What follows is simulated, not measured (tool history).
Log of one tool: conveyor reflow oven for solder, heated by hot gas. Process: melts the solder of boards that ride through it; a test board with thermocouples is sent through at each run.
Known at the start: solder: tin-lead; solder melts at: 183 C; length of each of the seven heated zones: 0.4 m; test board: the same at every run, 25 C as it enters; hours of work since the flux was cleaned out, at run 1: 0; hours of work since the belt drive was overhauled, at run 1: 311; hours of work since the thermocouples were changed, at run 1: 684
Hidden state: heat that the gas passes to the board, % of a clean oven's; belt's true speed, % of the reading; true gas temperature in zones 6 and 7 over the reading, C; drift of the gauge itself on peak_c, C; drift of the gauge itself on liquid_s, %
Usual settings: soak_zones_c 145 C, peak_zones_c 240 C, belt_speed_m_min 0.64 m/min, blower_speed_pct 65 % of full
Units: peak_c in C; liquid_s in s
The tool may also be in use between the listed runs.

run	hour	soak_zones_c	peak_zones_c	belt_speed_m_min	blower_speed_pct	hours of work since the flux was cleaned out	hours of work since the belt drive was overhauled	hours of work since the thermocouples were changed	peak_c	liquid_s
1	0	145	240	0.64	65	0	311	684	221.1	61.3
2	21.1	145	248	0.64	65	11	321	694	228	65.1
3	50	145	248	0.64	65	26	336	709	227.6	65.4
4	79.5	145	248	0.64	65	41	351	724	227.2	64.9
5	97.9	145	248	0.64	65	50	361	734	227.4	65.3
6	114.8	145	240	0.64	84	59	370	743	223.6	63.5
7	137.1	145	240	0.64	65	71	381	754	220.6	61.2
8	152.7	145	240	0.64	65	79	389	762	220.4	60.9
9	175.5	145	240	0.64	65	90	401	774	220.3	61.1
10	200.8	145	240	0.64	65	103	414	787	219.6	60.9
11	219.9	145	233	0.64	65	113	424	797	214.3	56
12	233.3	145	248	0.64	65	120	431	804	226.4	65.4
13	253.9	145	240	0.574	65	131	441	814	222.7	71
14	269.7	145	240	0.64	65	139	449	822	219.8	60.7
15	292.7	160	240	0.64	65	151	461	834	222.6	69.6
16	320.6	159	247	0.712	83	165	476	849	229	64.5
17	335.3	145	229	0.64	71	173	483	856	211.3	54.6
18	362.8	136	247	0.64	83	187	497	870	227.4	63.2
# hour 368.4: belt drive overhauled, speed set with a stopwatch
19	381.2	145	240	0.64	64	194	7	878	219.1	60.6
20	404.9	145	240	0.64	64	206	19	890	218.8	60.3
# hour 425.1: belt drive overhauled, speed set with a stopwatch, once more
21	429	145	236	0.64	64	217	2	900	214.6	56.9
22	445.1	150	236	0.64	77	225	10	908	218.4	61.6
23	474.3	138	235	0.536	62	240	25	923	217.7	67.8
24	492.7	138	235	0.536	62	249	35	933	217.9	68.1
25	508.1	133	235	0.702	60	257	43	941	206.3	39.5
26	527	133	235	0.6	59	267	52	951	212.7	53
27	555.6	158	239	0.6	59	282	67	965	221	70.5
28	584.3	153	247	0.736	81	297	82	980	223.9	57.2
29	613.5	139	247	0.736	81	312	97	995	221.3	50.6
30	629.7	133	240	0.761	52	320	105	1003	204.4	32.8

Forecast each of these 5 alternatives for the next run:
A	643	140	253	0.64	80	327	112	1010	?	?
B	643	142	240	0.557	63	327	112	1010	?	?
C	643	137	239	0.583	65	327	112	1010	?	?
D	643	154	237	0.64	75	327	112	1010	?	?
E	643	133	253	0.6	70	327	112	1010	?	?

run	peak_c	liquid_s
A	231.2	65.4
B	220.8	69.6
C	218.5	62.6
D	218.8	63.4
E	229.9	67.1
Without the tool's hidden state the same runs would have given:
run	peak_c	liquid_s
A	236.6	67.9
B	225.6	72.9
C	223.5	66.4
D	223.6	66.4
E	235.3	69.9

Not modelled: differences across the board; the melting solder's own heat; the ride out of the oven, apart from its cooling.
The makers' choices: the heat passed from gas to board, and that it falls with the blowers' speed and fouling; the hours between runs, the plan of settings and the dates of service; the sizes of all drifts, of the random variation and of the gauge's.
